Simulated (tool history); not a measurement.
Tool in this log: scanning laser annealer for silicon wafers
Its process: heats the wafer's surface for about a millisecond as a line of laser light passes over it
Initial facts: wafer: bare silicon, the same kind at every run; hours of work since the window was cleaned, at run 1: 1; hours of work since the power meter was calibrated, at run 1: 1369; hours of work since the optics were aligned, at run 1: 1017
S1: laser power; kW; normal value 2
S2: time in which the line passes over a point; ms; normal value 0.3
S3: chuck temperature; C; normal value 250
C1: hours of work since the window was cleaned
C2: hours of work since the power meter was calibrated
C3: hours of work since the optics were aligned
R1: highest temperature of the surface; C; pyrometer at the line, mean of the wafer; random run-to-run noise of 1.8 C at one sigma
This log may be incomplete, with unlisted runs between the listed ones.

run 1 hour=0 | S1=2 S2=0.3 S3=250 | C1=1 C2=1369 C3=1017 | R1=991
run 2 hour=34.9 | S1=2 S2=0.3 S3=250 | C1=19 C2=1387 C3=1036 | R1=994
run 3 hour=62.7 | S1=1.77 S2=0.3 S3=250 | C1=34 C2=1402 C3=1051 | R1=885
run 4 hour=128.1 | S1=2 S2=0.3 S3=250 | C1=69 C2=1437 C3=1085 | R1=985
run 5 hour=162.3 | S1=2 S2=0.3 S3=250 | C1=87 C2=1455 C3=1104 | R1=986
run 6 hour=228.3 | S1=2 S2=0.266 S3=250 | C1=122 C2=1490 C3=1139 | R1=940
run 7 hour=296.7 | S1=2 S2=0.239 S3=250 | C1=159 C2=1526 C3=1175 | R1=897
run 8 hour=343.1 | S1=2 S2=0.239 S3=250 | C1=183 C2=1551 C3=1200 | R1=898
run 9 hour=374.4 | S1=2 S2=0.3 S3=221 | C1=200 C2=1568 C3=1216 | R1=947
run 10 hour=422.6 | S1=2 S2=0.3 S3=221 | C1=226 C2=1593 C3=1242 | R1=939
run 11 hour=477.9 | S1=2.01 S2=0.3 S3=250 | C1=255 C2=1623 C3=1271 | R1=972
run 12 hour=536.6 | S1=2 S2=0.3 S3=247 | C1=286 C2=1654 C3=1303 | R1=961
run 13 hour=586.2 | S1=2 S2=0.3 S3=247 | C1=312 C2=1680 C3=1329 | R1=959
run 14 hour=624.9 | S1=2 S2=0.246 S3=247 | C1=333 C2=1701 C3=1350 | R1=891
run 15 hour=672.3 | S1=2 S2=0.246 S3=247 | C1=358 C2=1726 C3=1375 | R1=887
-- hour=698.4 optics aligned, line set to its width
run 16 hour=709 | S1=2 S2=0.3 S3=250 | C1=375 C2=1743 C3=6 | R1=976
run 17 hour=769 | S1=2 S2=0.3 S3=250 | C1=407 C2=1775 C3=38 | R1=972
run 18 hour=797.9 | S1=2 S2=0.3 S3=250 | C1=422 C2=1790 C3=53 | R1=970
-- hour=843.3 window over the wafer cleaned
run 19 hour=852 | S1=1.862 S2=0.3 S3=250 | C1=5 C2=1818 C3=81 | R1=936
run 20 hour=897.2 | S1=1.831 S2=0.3 S3=250 | C1=29 C2=1842 C3=105 | R1=922
run 21 hour=936.7 | S1=1.86 S2=0.3 S3=250 | C1=50 C2=1863 C3=126 | R1=935

Run 22, settings as shown, results not yet in. Your forecast:
run 22 hour=984.8 | S1=1.974 S2=0.363 S3=217 | C1=75 C2=1888 C3=151 | R1=?

R1: 1026 C
Had the tool carried no hidden state, the very same run would have given R1 1049 C.
